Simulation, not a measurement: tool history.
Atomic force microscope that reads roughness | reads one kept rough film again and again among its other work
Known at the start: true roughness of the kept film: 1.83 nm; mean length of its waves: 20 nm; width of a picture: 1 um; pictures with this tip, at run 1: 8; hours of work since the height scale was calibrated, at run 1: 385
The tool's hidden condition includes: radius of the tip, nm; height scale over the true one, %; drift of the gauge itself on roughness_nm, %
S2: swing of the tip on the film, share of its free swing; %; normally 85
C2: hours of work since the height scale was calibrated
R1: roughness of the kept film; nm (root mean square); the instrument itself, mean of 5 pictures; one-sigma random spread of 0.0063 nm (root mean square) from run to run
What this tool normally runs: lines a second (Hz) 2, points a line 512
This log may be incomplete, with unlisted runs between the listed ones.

{"run": 1, "hour": 0.0, "lines a second (Hz)": 2, "S2": 85, "points a line": 512, "pictures with this tip": 8, "C2": 385, "R1": 1.165}
{"hour": 34.4, "done": "new tip fitted"}
{"run": 2, "hour": 36.8, "lines a second (Hz)": 2, "S2": 85, "points a line": 512, "pictures with this tip": 4, "C2": 404, "R1": 1.18}
{"hour": 77.7, "done": "new tip fitted"}
{"run": 3, "hour": 102.1, "lines a second (Hz)": 2, "S2": 85, "points a line": 512, "pictures with this tip": 39, "C2": 438, "R1": 1.028}
{"hour": 118.9, "done": "new tip fitted"}
{"run": 4, "hour": 144.5, "lines a second (Hz)": 3, "S2": 85, "points a line": 512, "pictures with this tip": 41, "C2": 460, "R1": 0.923}
{"hour": 159.2, "done": "new tip fitted"}
{"hour": 198.4, "done": "new tip fitted"}
{"run": 5, "hour": 208.8, "lines a second (Hz)": 3, "S2": 85, "points a line": 512, "pictures with this tip": 16, "C2": 493, "R1": 0.997}
{"hour": 238.6, "done": "new tip fitted"}
{"run": 6, "hour": 249.6, "lines a second (Hz)": 3, "S2": 85, "points a line": 512, "pictures with this tip": 18, "C2": 514, "R1": 1.016}
{"hour": 277.8, "done": "new tip fitted"}
{"run": 7, "hour": 291.3, "lines a second (Hz)": 1.2, "S2": 85, "points a line": 512, "pictures with this tip": 22, "C2": 535, "R1": 1.203}
{"hour": 318.6, "done": "new tip fitted"}
{"run": 8, "hour": 329.4, "lines a second (Hz)": 1.2, "S2": 85, "points a line": 512, "pictures with this tip": 17, "C2": 555, "R1": 1.23}
{"hour": 362.3, "done": "new tip fitted"}
{"run": 9, "hour": 362.3, "lines a second (Hz)": 1.2, "S2": 85, "points a line": 512, "pictures with this tip": 0, "C2": 572, "R1": 1.296}
{"hour": 401.5, "done": "new tip fitted"}
{"run": 10, "hour": 427.7, "lines a second (Hz)": 1.2, "S2": 85, "points a line": 512, "pictures with this tip": 42, "C2": 606, "R1": 1.109}
{"hour": 443.7, "done": "new tip fitted"}
{"hour": 483.3, "done": "new tip fitted"}
{"run": 11, "hour": 493.7, "lines a second (Hz)": 1.2, "S2": 85, "points a line": 512, "pictures with this tip": 17, "C2": 640, "R1": 1.246}
{"hour": 522.9, "done": "new tip fitted"}
{"run": 12, "hour": 554.7, "lines a second (Hz)": 1.16, "S2": 85, "points a line": 512, "pictures with this tip": 51, "C2": 671, "R1": 1.061}
{"hour": 564.5, "done": "new tip fitted"}
{"hour": 609.8, "done": "new tip fitted"}
{"run": 13, "hour": 627.7, "lines a second (Hz)": 2, "S2": 85, "points a line": 784, "pictures with this tip": 29, "C2": 709, "R1": 1.074}
{"hour": 651.7, "done": "new tip fitted"}
{"run": 14, "hour": 682.0, "lines a second (Hz)": 2, "S2": 85, "points a line": 784, "pictures with this tip": 48, "C2": 737, "R1": 0.986}
{"hour": 692.8, "done": "new tip fitted"}
{"hour": 732.3, "done": "new tip fitted"}
{"run": 15, "hour": 732.3, "lines a second (Hz)": 2, "S2": 70, "points a line": 512, "pictures with this tip": 0, "C2": 763, "R1": 1.368}
{"hour": 775.0, "done": "new tip fitted"}
{"run": 16, "hour": 778.8, "lines a second (Hz)": 2, "S2": 70, "points a line": 512, "pictures with this tip": 7, "C2": 787, "R1": 1.282}
{"hour": 814.2, "done": "new tip fitted"}
{"run": 17, "hour": 819.2, "lines a second (Hz)": 2, "S2": 70, "points a line": 512, "pictures with this tip": 8, "C2": 808, "R1": 1.324}
{"hour": 853.3, "done": "new tip fitted"}
{"run": 18, "hour": 874.8, "lines a second (Hz)": 2, "S2": 85, "points a line": 512, "pictures with this tip": 35, "C2": 836, "R1": 1.032}
{"hour": 895.0, "done": "new tip fitted"}
{"hour": 934.2, "done": "new tip fitted"}
{"run": 19, "hour": 934.2, "lines a second (Hz)": 2, "S2": 85, "points a line": 512, "pictures with this tip": 0, "C2": 867, "R1": 1.2}
{"hour": 974.6, "done": "new tip fitted"}
{"run": 20, "hour": 992.8, "lines a second (Hz)": 2, "S2": 85, "points a line": 512, "pictures with this tip": 29, "C2": 897, "R1": 1.073}
{"hour": 1013.9, "done": "new tip fitted"}
{"hour": 1053.0, "done": "new tip fitted"}
{"run": 21, "hour": 1054.7, "lines a second (Hz)": 2, "S2": 85, "points a line": 512, "pictures with this tip": 3, "C2": 929, "R1": 1.177}
{"run": 22, "hour": 1087.7, "lines a second (Hz)": 0.87, "S2": 85, "points a line": 512, "pictures with this tip": 55, "C2": 946, "R1": 1.092}
{"hour": 1092.6, "done": "new tip fitted"}
{"hour": 1134.1, "done": "new tip fitted"}
{"run": 23, "hour": 1157.8, "lines a second (Hz)": 0.87, "S2": 85, "points a line": 512, "pictures with this tip": 38, "C2": 982, "R1": 1.164}
{"hour": 1174.1, "done": "new tip fitted"}
{"run": 24, "hour": 1197.5, "lines a second (Hz)": 2.18, "S2": 85, "points a line": 512, "pictures with this tip": 38, "C2": 1003, "R1": 0.97}
{"hour": 1202.7, "done": "height scale calibrated on a step standard"}
{"hour": 1216.7, "done": "new tip fitted"}
{"run": 25, "hour": 1244.3, "lines a second (Hz)": 1.85, "S2": 58, "points a line": 512, "pictures with this tip": 44, "C2": 21, "R1": 1.183}
{"hour": 1258.5, "done": "new tip fitted"}
{"run": 26, "hour": 1287.2, "lines a second (Hz)": 1.85, "S2": 58, "points a line": 512, "pictures with this tip": 46, "C2": 44, "R1": 1.175}
{"hour": 1298.5, "done": "new tip fitted"}
{"hour": 1339.7, "done": "new tip fitted"}
{"run": 27, "hour": 1352.0, "lines a second (Hz)": 0.82, "S2": 62, "points a line": 512, "pictures with this tip": 19, "C2": 77, "R1": 1.317}
{"hour": 1380.9, "done": "new tip fitted"}
{"hour": 1421.6, "done": "new tip fitted"}
{"run": 28, "hour": 1421.6, "lines a second (Hz)": 0.94, "S2": 76, "points a line": 420, "pictures with this tip": 0, "C2": 113, "R1": 1.392}
{"hour": 1462.0, "done": "new tip fitted"}
{"run": 29, "hour": 1498.2, "lines a second (Hz)": 2.26, "S2": 55, "points a line": 257, "pictures with this tip": 58, "C2": 152, "R1": 1.128}
{"hour": 1503.4, "done": "new tip fitted"}
{"hour": 1546.6, "done": "new tip fitted"}
{"run": 30, "hour": 1557.0, "lines a second (Hz)": 2, "S2": 56, "points a line": 457, "pictures with this tip": 16, "C2": 183, "R1": 1.319}
{"hour": 1572.6, "done": "height scale calibrated on a step standard, once more"}
{"hour": 1592.8, "done": "new tip fitted"}
{"run": 31, "hour": 1594.3, "lines a second (Hz)": 1.22, "S2": 65, "points a line": 364, "pictures with this tip": 3, "C2": 11, "R1": 1.399}
{"run": 32, "hour": 1627.4, "lines a second (Hz)": 1.22, "S2": 65, "points a line": 364, "pictures with this tip": 56, "C2": 28, "R1": 1.109}
{"hour": 1633.2, "done": "new tip fitted"}
{"hour": 1672.3, "done": "new tip fitted"}
{"run": 33, "hour": 1704.3, "lines a second (Hz)": 1.22, "S2": 71, "points a line": 364, "pictures with this tip": 51, "C2": 68, "R1": 1.115}
{"hour": 1717.9, "done": "new tip fitted"}
{"run": 34, "hour": 1747.2, "lines a second (Hz)": 0.93, "S2": 70, "points a line": 391, "pictures with this tip": 47, "C2": 90, "R1": 1.186}
{"hour": 1758.2, "done": "new tip fitted"}
{"hour": 1800.1, "done": "new tip fitted"}
{"run": 35, "hour": 1816.8, "lines a second (Hz)": 0.93, "S2": 70, "points a line": 391, "pictures with this tip": 27, "C2": 126, "R1": 1.249}
{"hour": 1841.6, "done": "new tip fitted"}
{"run": 36, "hour": 1873.7, "lines a second (Hz)": 0.95, "S2": 83, "points a line": 895, "pictures with this tip": 51, "C2": 155, "R1": 1.124}
{"hour": 1880.7, "done": "new tip fitted"}
{"hour": 1923.8, "done": "new tip fitted"}
{"run": 37, "hour": 1938.6, "lines a second (Hz)": 0.95, "S2": 83, "points a line": 895, "pictures with this tip": 24, "C2": 189, "R1": 1.232}
{"hour": 1965.7, "done": "new tip fitted"}
{"hour": 2005.6, "done": "new tip fitted"}
{"run": 38, "hour": 2005.8, "lines a second (Hz)": 2, "S2": 85, "points a line": 1007, "pictures with this tip": 0, "C2": 223, "R1": 1.207}
{"hour": 2046.8, "done": "new tip fitted"}
{"run": 39, "hour": 2047.3, "lines a second (Hz)": 1.75, "S2": 85, "points a line": 1007, "pictures with this tip": 1, "C2": 245, "R1": 1.23}
{"hour": 2090.3, "done": "new tip fitted"}
{"run": 40, "hour": 2125.5, "lines a second (Hz)": 2.26, "S2": 60, "points a line": 308, "pictures with this tip": 56, "C2": 285, "R1": 1.09}
{"hour": 2132.6, "done": "new tip fitted"}
{"hour": 2171.7, "done": "new tip fitted"}
{"run": 41, "hour": 2191.2, "lines a second (Hz)": 3.06, "S2": 85, "points a line": 512, "pictures with this tip": 31, "C2": 319, "R1": 0.954}
{"hour": 2215.8, "done": "new tip fitted"}
{"run": 42, "hour": 2235.7, "lines a second (Hz)": 3.13, "S2": 62, "points a line": 512, "pictures with this tip": 31, "C2": 342, "R1": 1.194}
{"hour": 2255.6, "done": "new tip fitted"}
{"hour": 2294.9, "done": "new tip fitted"}
{"run": 43, "hour": 2294.9, "lines a second (Hz)": 3.13, "S2": 62, "points a line": 464, "pictures with this tip": 0, "C2": 372, "R1": 1.37}
{"hour": 2335.9, "done": "new tip fitted"}
{"run": 44, "hour": 2348.3, "lines a second (Hz)": 3.13, "S2": 62, "points a line": 464, "pictures with this tip": 20, "C2": 400, "R1": 1.247}
{"hour": 2378.8, "done": "new tip fitted"}
{"run": 45, "hour": 2414.3, "lines a second (Hz)": 2, "S2": 59, "points a line": 483, "pictures with this tip": 57, "C2": 434, "R1": 1.159}
{"hour": 2419.5, "done": "new tip fitted"}
{"hour": 2461.0, "done": "new tip fitted"}
{"run": 46, "hour": 2491.5, "lines a second (Hz)": 2, "S2": 83, "points a line": 442, "pictures with this tip": 49, "C2": 474, "R1": 1.012}
{"hour": 2502.3, "done": "new tip fitted"}
{"hour": 2542.2, "done": "new tip fitted"}
{"run": 47, "hour": 2542.2, "lines a second (Hz)": 0.51, "S2": 89, "points a line": 512, "pictures with this tip": 0, "C2": 500, "R1": 1.411}
{"hour": 2581.4, "done": "new tip fitted"}
{"run": 48, "hour": 2586.6, "lines a second (Hz)": 1.07, "S2": 66, "points a line": 512, "pictures with this tip": 8, "C2": 523, "R1": 1.385}

Branching from run 48: 3 alternative next runs. What would each branch give?
{"hour": 2621.4, "done": "new tip fitted"}
{"hour": 2664.1, "done": "new tip fitted"}
{"run": "A", "hour": 2666.6, "lines a second (Hz)": 1.27, "S2": 72, "points a line": 537, "pictures with this tip": 4, "C2": 564, "R1": "?"}
{"hour": 2621.4, "done": "new tip fitted"}
{"hour": 2664.1, "done": "new tip fitted"}
{"run": "B", "hour": 2666.6, "lines a second (Hz)": 2.58, "S2": 66, "points a line": 292, "pictures with this tip": 4, "C2": 564, "R1": "?"}
{"hour": 2621.4, "done": "new tip fitted"}
{"hour": 2664.1, "done": "new tip fitted"}
{"run": "C", "hour": 2666.6, "lines a second (Hz)": 0.78, "S2": 85, "points a line": 512, "pictures with this tip": 4, "C2": 564, "R1": "?"}

run=A R1=1.367
run=B R1=1.307
run=C R1=1.353
Stripped of hidden state, with their random variation kept, the same runs would have yielded:
run=A R1=1.406
run=B R1=1.344
run=C R1=1.392
